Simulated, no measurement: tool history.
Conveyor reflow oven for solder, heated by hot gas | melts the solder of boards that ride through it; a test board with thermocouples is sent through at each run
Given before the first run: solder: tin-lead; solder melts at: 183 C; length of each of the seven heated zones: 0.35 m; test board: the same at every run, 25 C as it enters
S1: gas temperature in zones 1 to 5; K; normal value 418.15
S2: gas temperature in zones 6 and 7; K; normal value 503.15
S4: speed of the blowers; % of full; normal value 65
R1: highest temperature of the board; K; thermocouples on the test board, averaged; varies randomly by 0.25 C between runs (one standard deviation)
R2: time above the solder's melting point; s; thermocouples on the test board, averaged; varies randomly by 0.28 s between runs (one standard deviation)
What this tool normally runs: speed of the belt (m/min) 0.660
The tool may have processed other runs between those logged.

run 1 hour=0.0 | S1=418.15 S2=503.15 speed_of_the_belt_(m/min)=0.660 S4=65 | R1=478.15 R2=38.3
run 2 hour=36.1 | S1=418.15 S2=503.15 speed_of_the_belt_(m/min)=0.660 S4=65 | R1=482.55 R2=42.9
run 3 hour=65.0 | S1=418.15 S2=503.15 speed_of_the_belt_(m/min)=0.660 S4=65 | R1=482.35 R2=42.6
run 4 hour=80.0 | S1=418.15 S2=503.15 speed_of_the_belt_(m/min)=0.660 S4=54 | R1=476.95 R2=36.3
run 5 hour=104.7 | S1=418.15 S2=503.15 speed_of_the_belt_(m/min)=0.660 S4=54 | R1=476.55 R2=35.8
run 6 hour=133.2 | S1=418.15 S2=503.15 speed_of_the_belt_(m/min)=0.660 S4=65 | R1=481.55 R2=41.9
run 7 hour=166.7 | S1=418.15 S2=503.15 speed_of_the_belt_(m/min)=0.660 S4=65 | R1=481.65 R2=41.1
run 8 hour=201.7 | S1=409.15 S2=503.15 speed_of_the_belt_(m/min)=0.660 S4=65 | R1=478.65 R2=36.2
run 9 hour=221.1 | S1=409.15 S2=503.15 speed_of_the_belt_(m/min)=0.660 S4=65 | R1=478.75 R2=36.2
run 10 hour=241.8 | S1=409.15 S2=503.15 speed_of_the_belt_(m/min)=0.660 S4=65 | R1=478.75 R2=36.1
run 11 hour=272.1 | S1=409.15 S2=503.15 speed_of_the_belt_(m/min)=0.660 S4=65 | R1=478.85 R2=35.7
run 12 hour=295.2 | S1=425.15 S2=503.15 speed_of_the_belt_(m/min)=0.660 S4=65 | R1=482.45 R2=44.9
run 13 hour=317.8 | S1=425.15 S2=503.15 speed_of_the_belt_(m/min)=0.660 S4=65 | R1=482.15 R2=45.1
run 14 hour=353.2 | S1=418.15 S2=503.15 speed_of_the_belt_(m/min)=0.660 S4=65 | R1=480.45 R2=40.1
run 15 hour=367.9 | S1=418.15 S2=503.15 speed_of_the_belt_(m/min)=0.660 S4=65 | R1=479.95 R2=40.5
run 16 hour=397.5 | S1=418.15 S2=513.15 speed_of_the_belt_(m/min)=0.660 S4=85 | R1=494.25 R2=51.1
run 17 hour=414.3 | S1=424.15 S2=503.15 speed_of_the_belt_(m/min)=0.660 S4=65 | R1=481.15 R2=43.3
run 18 hour=447.7 | S1=424.15 S2=503.15 speed_of_the_belt_(m/min)=0.660 S4=65 | R1=480.85 R2=42.9
run 19 hour=462.8 | S1=418.15 S2=506.15 speed_of_the_belt_(m/min)=0.660 S4=65 | R1=481.35 R2=41.5
run 20 hour=493.2 | S1=409.15 S2=505.15 speed_of_the_belt_(m/min)=0.640 S4=77 | R1=483.45 R2=42.7
run 21 hour=512.5 | S1=418.15 S2=503.15 speed_of_the_belt_(m/min)=0.554 S4=65 | R1=485.25 R2=54.7
run 22 hour=528.1 | S1=418.15 S2=503.15 speed_of_the_belt_(m/min)=0.673 S4=65 | R1=477.95 R2=37.0
run 23 hour=562.1 | S1=422.15 S2=503.15 speed_of_the_belt_(m/min)=0.660 S4=88 | R1=491.25 R2=51.8
run 24 hour=595.0 | S1=418.15 S2=503.15 speed_of_the_belt_(m/min)=0.553 S4=73 | R1=490.85 R2=60.7
run 25 hour=609.6 | S1=418.15 S2=503.15 speed_of_the_belt_(m/min)=0.553 S4=73 | R1=491.15 R2=60.9
run 26 hour=628.0 | S1=418.15 S2=503.15 speed_of_the_belt_(m/min)=0.553 S4=56 | R1=484.95 R2=55.0
run 27 hour=659.1 | S1=418.15 S2=503.15 speed_of_the_belt_(m/min)=0.553 S4=56 | R1=485.25 R2=54.5
run 28 hour=679.8 | S1=418.15 S2=503.15 speed_of_the_belt_(m/min)=0.574 S4=56 | R1=483.45 R2=50.7
run 29 hour=699.4 | S1=418.15 S2=512.15 speed_of_the_belt_(m/min)=0.574 S4=52 | R1=488.85 R2=54.6
run 30 hour=714.4 | S1=423.15 S2=514.15 speed_of_the_belt_(m/min)=0.668 S4=73 | R1=494.45 R2=53.0

Put back what was entered between runs (3 entries, withheld): which listed runs does each sit between, and how does the hidden state differ from the listed run before to the listed run after?
Between runs 1 and 2: belt drive overhauled, speed set with a stopwatch (hour 12.5); flux residue cleaned out of gas plates and filters (hour 20.4)
  heat that the gas passes to the board, % of a clean oven's: 83.6 -> 99.5; belt's true speed, % of the reading: 97.56 -> 100; true gas temperature in zones 6 and 7 over the reading, C: 0.56 -> 0.61
  the result without the hidden state subtracted from the measured one, R1: -3.90 -> +0.30 K; R2: -3.7 -> +0.3 s
Between runs 22 and 23: flux residue cleaned out of gas plates and filters (hour 535.7)
  heat that the gas passes to the board, % of a clean oven's: 84.6 -> 98.6; belt's true speed, % of the reading: 98.93 -> 98.87; true gas temperature in zones 6 and 7 over the reading, C: 1.65 -> 1.7
  the result without the hidden state subtracted from the measured one, R1: -3.40 -> +1.40 K; R2: -3.8 -> +1.3 s
